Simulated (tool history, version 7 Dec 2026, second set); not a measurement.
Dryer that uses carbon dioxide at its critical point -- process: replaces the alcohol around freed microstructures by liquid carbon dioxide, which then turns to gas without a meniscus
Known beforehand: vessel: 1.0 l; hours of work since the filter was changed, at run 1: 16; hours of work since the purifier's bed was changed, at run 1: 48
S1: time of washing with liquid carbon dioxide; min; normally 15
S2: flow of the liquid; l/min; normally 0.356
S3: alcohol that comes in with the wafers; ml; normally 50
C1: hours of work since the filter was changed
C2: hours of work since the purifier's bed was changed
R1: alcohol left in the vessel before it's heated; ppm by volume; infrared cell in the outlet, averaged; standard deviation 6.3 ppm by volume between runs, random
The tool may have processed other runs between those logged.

{"run": 1, "day": 0.0, "S1": 15, "S2": 0.356, "S3": 50, "C1": 16, "C2": 48, "R1": 279}
{"run": 2, "day": 0.425, "S1": 15, "S2": 0.356, "S3": 23, "C1": 20, "C2": 53, "R1": 138}
{"run": 3, "day": 1.212, "S1": 15, "S2": 0.356, "S3": 69, "C1": 28, "C2": 60, "R1": 408}
{"run": 4, "day": 1.717, "S1": 15, "S2": 0.356, "S3": 69, "C1": 33, "C2": 66, "R1": 412}
{"run": 5, "day": 2.154, "S1": 15, "S2": 0.356, "S3": 50, "C1": 38, "C2": 70, "R1": 294}
{"run": 6, "day": 2.654, "S1": 15, "S2": 0.356, "S3": 50, "C1": 43, "C2": 75, "R1": 308}
{"run": 7, "day": 3.188, "S1": 15, "S2": 0.356, "S3": 50, "C1": 48, "C2": 80, "R1": 321}
{"run": 8, "day": 4.079, "S1": 15, "S2": 0.356, "S3": 50, "C1": 57, "C2": 89, "R1": 312}
{"run": 9, "day": 4.492, "S1": 15, "S2": 0.356, "S3": 50, "C1": 61, "C2": 93, "R1": 317}
{"run": 10, "day": 5.262, "S1": 11, "S2": 0.356, "S3": 50, "C1": 69, "C2": 101, "R1": 1216}
{"run": 11, "day": 5.958, "S1": 11, "S2": 0.356, "S3": 61, "C1": 76, "C2": 108, "R1": 1531}
{"run": 12, "day": 6.858, "S1": 11, "S2": 0.356, "S3": 61, "C1": 85, "C2": 117, "R1": 1564}
{"run": 13, "day": 7.404, "S1": 16, "S2": 0.422, "S3": 119, "C1": 91, "C2": 123, "R1": 224}
{"run": 14, "day": 8.242, "S1": 14, "S2": 0.418, "S3": 26, "C1": 99, "C2": 131, "R1": 119}
{"run": 15, "day": 8.762, "S1": 14, "S2": 0.418, "S3": 26, "C1": 104, "C2": 136, "R1": 130}
{"run": 16, "day": 9.183, "S1": 14, "S2": 0.418, "S3": 26, "C1": 109, "C2": 141, "R1": 135}
{"run": 17, "day": 9.883, "S1": 14, "S2": 0.418, "S3": 26, "C1": 116, "C2": 148, "R1": 130}
{"run": 18, "day": 10.5, "S1": 24, "S2": 0.245, "S3": 46, "C1": 122, "C2": 154, "R1": 261}
{"run": 19, "day": 11.121, "S1": 24, "S2": 0.245, "S3": 46, "C1": 128, "C2": 160, "R1": 246}

Alternative continuations, all from the tool just after run 19; predict every row:
{"run": "A", "day": 11.588, "S1": 9, "S2": 0.244, "S3": 50, "C1": 133, "C2": 165, "R1": "?"}
{"run": "B", "day": 11.588, "S1": 18, "S2": 0.455, "S3": 33, "C1": 133, "C2": 165, "R1": "?"}
{"run": "C", "day": 11.588, "S1": 18, "S2": 0.343, "S3": 68, "C1": 133, "C2": 165, "R1": "?"}
{"run": "D", "day": 11.588, "S1": 15, "S2": 0.288, "S3": 90, "C1": 133, "C2": 165, "R1": "?"}
{"run": "E", "day": 11.588, "S1": 24, "S2": 0.304, "S3": 84, "C1": 133, "C2": 165, "R1": "?"}

run=A R1=6927
run=B R1=43
run=C R1=261
run=D R1=1856
run=E R1=134
With no hidden state in the tool, these same runs would have given:
run=A R1=5783
run=B R1=17
run=C R1=147
run=D R1=1298
run=E R1=66
